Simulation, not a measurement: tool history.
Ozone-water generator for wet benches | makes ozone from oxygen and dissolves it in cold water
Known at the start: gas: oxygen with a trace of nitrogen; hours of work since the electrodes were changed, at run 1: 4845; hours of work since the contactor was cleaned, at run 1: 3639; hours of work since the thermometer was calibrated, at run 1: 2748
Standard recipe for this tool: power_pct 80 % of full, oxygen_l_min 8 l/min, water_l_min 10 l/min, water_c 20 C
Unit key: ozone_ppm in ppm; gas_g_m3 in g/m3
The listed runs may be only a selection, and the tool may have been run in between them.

run,day,power_pct,oxygen_l_min,water_l_min,water_c,hours of work since the electrodes were changed,hours of work since the contactor was cleaned,hours of work since the thermometer was calibrated,ozone_ppm,gas_g_m3
1,0,80,8,10,20,4845,3639,2748,41.6,234.5
2,5.029,80,8,10,20,4950,3745,2853,41.6,233.1
# day 9.754: water thermometer calibrated
3,9.754,80,8,10,20,5049,3843,0,41,233.3
4,13.5,80,8,10,20,5128,3922,79,40.9,231.3
5,19.546,80,10.81,10,20,5254,4049,205,38,201.4
6,24.471,80,10.81,10,20,5358,4152,309,38.3,201.7
7,28.842,80,10.81,10,20,5449,4244,400,38.2,202.7
8,32.592,80,10.81,9,20,5528,4322,479,39.4,200.3
9,38.858,80,10.81,9,20,5659,4454,610,39.9,198.6
10,45.625,80,10.81,9,20,5801,4596,752,39.1,198.2
11,52.688,80,8,14,20,5949,4744,900,32.9,223.5
12,56.888,80,8,14,20,6037,4832,988,33,223.5
13,61.133,80,8,14,20,6126,4921,1077,32.9,221.4
14,67.058,80,8,14,20,6251,5045,1202,32.2,219.1
# day 67.529: contactor cleaned
15,71.646,80,8,14,20,6343,86,1294,32,219.4
16,76.921,80,8,10,20,6454,197,1405,38,217
# day 78.55: contactor cleaned, once more
17,83.462,80,8,10,20,6588,103,1538,39,217.5
18,87.842,65,8,8,20,6679,195,1630,38.9,197.4
19,92.029,48,8,9,20,6767,283,1718,32.6,175.5
20,97.404,96,4.81,10,20,6880,395,1831,43.2,288.1
21,100.592,48,7.07,9,14,6947,462,1898,38,182
22,105.833,79,7.07,9,14,7057,572,2008,45.8,222.5
23,112.75,80,4.04,6,20,7202,717,2153,52,281.8
24,118.808,80,8,10,15,7329,844,2280,41.8,208.8
25,125.542,91,8,10,14,7470,985,2421,44.6,221.3
26,130.346,89,5.41,6,19,7571,1086,2522,52.6,254.4
27,135.5,89,11.25,6,14,7679,1194,2630,50.4,185.3
28,138.588,89,13.02,6,16,7743,1259,2694,45.1,173.7
29,142.754,70,10.51,8,14,7831,1346,2782,42.2,172.6
30,148.988,70,10.51,8,14,7961,1477,2912,41.3,172
# day 150.862: water thermometer calibrated
31,152.621,53,7.86,7,14,8037,1553,37,41.1,173.4
32,157.4,80,8,10,14,8137,1653,137,41.3,202
33,161.042,60,4.69,11,25,8214,1729,213,28.9,228.4
34,165.575,80,8,7,24,8309,1824,308,37.1,198

Alternative continuations, all from the tool just after run 34; predict every row:
A,172.546,56,8,11,24,8455,1970,455,?,?
B,172.546,80,11.86,16,20,8455,1970,455,?,?
C,172.546,58,8,15,26,8455,1970,455,?,?

run,ozone_ppm,gas_g_m3
A,26.8,171.4
B,26.3,165.3
C,22,176.2
With no hidden state in the tool, these same runs would have given:
run,ozone_ppm,gas_g_m3
A,37.1,234
B,38.4,238.9
C,30.6,241.5
